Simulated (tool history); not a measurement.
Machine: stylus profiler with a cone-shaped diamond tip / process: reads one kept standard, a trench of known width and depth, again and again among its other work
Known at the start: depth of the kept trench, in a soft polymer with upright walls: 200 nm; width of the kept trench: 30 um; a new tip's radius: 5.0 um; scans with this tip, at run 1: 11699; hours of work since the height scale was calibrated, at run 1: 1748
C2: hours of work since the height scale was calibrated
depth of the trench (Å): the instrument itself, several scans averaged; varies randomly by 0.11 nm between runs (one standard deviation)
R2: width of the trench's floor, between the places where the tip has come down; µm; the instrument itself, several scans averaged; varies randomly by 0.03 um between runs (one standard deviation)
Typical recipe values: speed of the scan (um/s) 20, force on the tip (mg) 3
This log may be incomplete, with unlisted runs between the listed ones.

{"run": 1, "hour": 0.0, "speed of the scan (um/s)": 20, "force on the tip (mg)": 3, "scans with this tip": 11699, "C2": 1748, "depth of the trench (Å)": 2005.5, "R2": 26.34}
{"run": 2, "hour": 96.6, "speed of the scan (um/s)": 20, "force on the tip (mg)": 3, "scans with this tip": 11989, "C2": 1792, "depth of the trench (Å)": 2004, "R2": 26.34}
{"run": 3, "hour": 161.8, "speed of the scan (um/s)": 42, "force on the tip (mg)": 3, "scans with this tip": 12186, "C2": 1821, "depth of the trench (Å)": 2003.7, "R2": 26.23}
{"run": 4, "hour": 217.5, "speed of the scan (um/s)": 42, "force on the tip (mg)": 3, "scans with this tip": 12353, "C2": 1846, "depth of the trench (Å)": 2003.6, "R2": 26.19}
{"run": 5, "hour": 276.8, "speed of the scan (um/s)": 20, "force on the tip (mg)": 1.55, "scans with this tip": 12532, "C2": 1873, "depth of the trench (Å)": 1997.7, "R2": 26.3}
{"run": 6, "hour": 369.5, "speed of the scan (um/s)": 20, "force on the tip (mg)": 1.65, "scans with this tip": 12810, "C2": 1914, "depth of the trench (Å)": 1997.9, "R2": 26.21}
{"run": 7, "hour": 425.5, "speed of the scan (um/s)": 31, "force on the tip (mg)": 3, "scans with this tip": 12979, "C2": 1939, "depth of the trench (Å)": 2005.2, "R2": 26.21}
{"run": 8, "hour": 523.6, "speed of the scan (um/s)": 20, "force on the tip (mg)": 3, "scans with this tip": 13274, "C2": 1984, "depth of the trench (Å)": 2003.6, "R2": 26.22}
{"run": 9, "hour": 564.3, "speed of the scan (um/s)": 20, "force on the tip (mg)": 3, "scans with this tip": 13397, "C2": 2002, "depth of the trench (Å)": 2002.8, "R2": 26.28}
{"run": 10, "hour": 640.4, "speed of the scan (um/s)": 20, "force on the tip (mg)": 3, "scans with this tip": 13626, "C2": 2036, "depth of the trench (Å)": 2001, "R2": 26.32}
{"run": 11, "hour": 713.6, "speed of the scan (um/s)": 20, "force on the tip (mg)": 3, "scans with this tip": 13846, "C2": 2069, "depth of the trench (Å)": 2001.7, "R2": 26.26}
{"run": 12, "hour": 767.4, "speed of the scan (um/s)": 20, "force on the tip (mg)": 3, "scans with this tip": 14008, "C2": 2093, "depth of the trench (Å)": 2002.8, "R2": 26.3}
{"run": 13, "hour": 826.2, "speed of the scan (um/s)": 75, "force on the tip (mg)": 4.38, "scans with this tip": 14185, "C2": 2120, "depth of the trench (Å)": 2007.4, "R2": 26.03}
{"run": 14, "hour": 925.1, "speed of the scan (um/s)": 34, "force on the tip (mg)": 1.8, "scans with this tip": 14482, "C2": 2164, "depth of the trench (Å)": 1994.9, "R2": 26.13}
{"run": 15, "hour": 987.2, "speed of the scan (um/s)": 34, "force on the tip (mg)": 1.8, "scans with this tip": 14669, "C2": 2192, "depth of the trench (Å)": 1995.3, "R2": 26.07}
{"run": 16, "hour": 1033.6, "speed of the scan (um/s)": 77, "force on the tip (mg)": 1.2, "scans with this tip": 14809, "C2": 2213, "depth of the trench (Å)": 1993, "R2": 25.66}
{"run": 17, "hour": 1078.8, "speed of the scan (um/s)": 28, "force on the tip (mg)": 7.76, "scans with this tip": 14945, "C2": 2233, "depth of the trench (Å)": 2019.7, "R2": 26.14}
{"run": 18, "hour": 1152.4, "speed of the scan (um/s)": 28, "force on the tip (mg)": 7.76, "scans with this tip": 15166, "C2": 2266, "depth of the trench (Å)": 2018.9, "R2": 26.21}
{"hour": 1216.2, "done": "height scale calibrated on a step standard"}
{"run": 19, "hour": 1228.7, "speed of the scan (um/s)": 28, "force on the tip (mg)": 7.76, "scans with this tip": 15394, "C2": 6, "depth of the trench (Å)": 2037.6, "R2": 26.19}
{"run": 20, "hour": 1329.1, "speed of the scan (um/s)": 28, "force on the tip (mg)": 7.76, "scans with this tip": 15697, "C2": 51, "depth of the trench (Å)": 2036.8, "R2": 26.16}
{"run": 21, "hour": 1405.5, "speed of the scan (um/s)": 28, "force on the tip (mg)": 7.76, "scans with this tip": 15926, "C2": 85, "depth of the trench (Å)": 2037, "R2": 26.18}
{"run": 22, "hour": 1488.9, "speed of the scan (um/s)": 42, "force on the tip (mg)": 3, "scans with this tip": 16177, "C2": 123, "depth of the trench (Å)": 2018.7, "R2": 26.01}
{"run": 23, "hour": 1550.8, "speed of the scan (um/s)": 42, "force on the tip (mg)": 3, "scans with this tip": 16364, "C2": 150, "depth of the trench (Å)": 2019, "R2": 26}

Some steps in depth of the trench (Å) between neighbouring runs. How much of each would the tool show without its hidden state too (settings, what came in, random variation), and how much is left for the hidden state, with any gauge scatter that isn't in both results?
The hidden state here: radius of the tip, um; height scale over the true one, %; drift of the gauge itself on depth_nm, %; drift of the gauge itself on floor_um, %.
Run 1 -> 2: settings left as they were, no log entry in between. depth of the trench (Å) -1.5: hidden state -0.4, all else -1.1.
Run 16 -> 17: speed of the scan (um/s) 77 -> 28, force on the tip (mg) 1.2 -> 7.76. depth of the trench (Å) +26.7: hidden state -0.3, all else +27.
Run 18 -> 19: height scale calibrated on a step standard. depth of the trench (Å) +18.7: hidden state +19.8, all else -1.1.
